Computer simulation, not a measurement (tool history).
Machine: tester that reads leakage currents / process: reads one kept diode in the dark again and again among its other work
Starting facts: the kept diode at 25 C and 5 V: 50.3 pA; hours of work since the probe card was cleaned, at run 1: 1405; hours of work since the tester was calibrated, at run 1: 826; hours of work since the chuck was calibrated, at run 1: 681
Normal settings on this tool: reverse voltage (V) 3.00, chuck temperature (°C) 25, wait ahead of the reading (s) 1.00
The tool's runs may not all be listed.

run,hour,reverse voltage (V),chuck temperature (°C),wait ahead of the reading (s),hours of work since the probe card was cleaned,hours of work since the tester was calibrated,hours of work since the chuck was calibrated,current that the tester gives (pA)
1,0.0,3.00,25,1.00,1405,826,681,45.88
2,126.5,3.00,25,1.00,1467,888,743,46.25
# hour 257.9: probe card cleaned and baked
3,275.3,3.00,25,1.00,9,960,815,42.22
4,426.4,3.11,25,1.00,83,1034,889,43.27
# hour 494.9: chuck's temperature calibrated
5,583.9,3.11,25,1.00,159,1111,44,41.42
6,675.1,3.11,25,1.00,204,1156,89,41.75
7,821.4,3.11,25,1.00,276,1227,160,42.12
8,965.7,3.00,25,1.55,347,1298,231,41.65
9,1089.0,3.00,25,1.00,408,1359,292,41.92
10,1214.0,3.00,25,1.09,469,1420,354,42.37
11,1337.0,3.00,25,1.09,530,1481,414,42.64
12,1495.9,3.00,25,1.09,608,1559,492,42.85
13,1664.8,3.00,25,1.09,691,1642,575,43.45
# hour 1679.5: tester calibrated
14,1799.7,3.00,25,1.22,756,59,640,43.52
15,1903.9,3.00,25,1.22,807,110,692,43.91
16,2053.1,3.00,35,1.22,881,184,765,93.41
# hour 2067.6: tester calibrated, once more
17,2142.1,5.36,25,1.00,923,37,808,59.21
18,2259.0,5.36,25,1.00,981,94,865,58.96
# hour 2370.2: chuck's temperature calibrated
19,2386.8,5.36,25,1.00,1043,156,8,58.68
20,2522.6,1.37,25,1.00,1109,223,75,30.17
21,2682.9,1.37,25,0.30,1188,301,154,30.76
22,2773.1,1.37,25,0.30,1233,346,198,31.00
23,2859.8,4.62,23,0.30,1275,388,241,49.84
24,2971.8,1.25,46,0.76,1330,444,296,138.77
25,3113.1,1.21,25,2.01,1400,513,365,29.07
26,3219.6,1.21,25,2.01,1452,565,418,29.27
# hour 3373.7: probe card cleaned and baked
27,3373.7,7.31,57,0.34,0,640,492,643.68
28,3489.9,6.38,27,0.34,57,697,549,71.31
29,3648.1,10.63,38,0.81,135,775,627,203.99
30,3763.4,3.00,37,0.58,192,831,683,108.06
31,3904.5,3.00,37,0.58,261,901,753,107.92
32,4033.7,3.00,37,0.58,325,964,816,108.74
33,4155.1,9.86,24,0.43,384,1024,876,72.43
# hour 4237.1: chuck's temperature calibrated
34,4244.5,9.86,24,0.43,427,1067,4,71.28
35,4391.0,9.86,24,5.21,499,1139,76,69.62
36,4552.5,9.86,24,5.21,579,1218,155,70.75
37,4635.2,4.40,24,5.21,619,1259,196,47.96
38,4730.6,12.57,45,0.67,666,1306,243,369.91
39,4826.8,3.00,32,1.00,713,1353,290,75.23

A few steps of current that the tester gives (pA) between consecutive runs. Split each: what settings, incoming material and random variation would produce without the hidden state, and what is left over for the hidden state, along with gauge scatter present in only one of the two compared results (measured, and without hidden state):
Hidden state present: stray current of the dirty probe card, pA a volt; current scale over the true one, %; true chuck temperature over the reading, C; drift of the gauge itself on leakage_pa, %.
Run 26 -> 27: reverse voltage (V) 1.21 -> 7.31, chuck temperature (°C) 25 -> 57, wait ahead of the reading (s) 2.01 -> 0.34, probe card cleaned and baked. current that the tester gives (pA) +614.41: hidden state +11.31, all else +603.10.
Run 27 -> 28: reverse voltage (V) 7.31 -> 6.38, chuck temperature (°C) 57 -> 27. current that the tester gives (pA) -572.37: hidden state -11.37, all else -561.00.
Run 37 -> 38: reverse voltage (V) 4.40 -> 12.57, chuck temperature (°C) 24 -> 45, wait ahead of the reading (s) 5.21 -> 0.67. current that the tester gives (pA) +321.95: hidden state +14.45, all else +307.50.
Run 38 -> 39: reverse voltage (V) 12.57 -> 3.00, chuck temperature (°C) 45 -> 32, wait ahead of the reading (s) 0.67 -> 1.00. current that the tester gives (pA) -294.68: hidden state -14.00, all else -280.68.
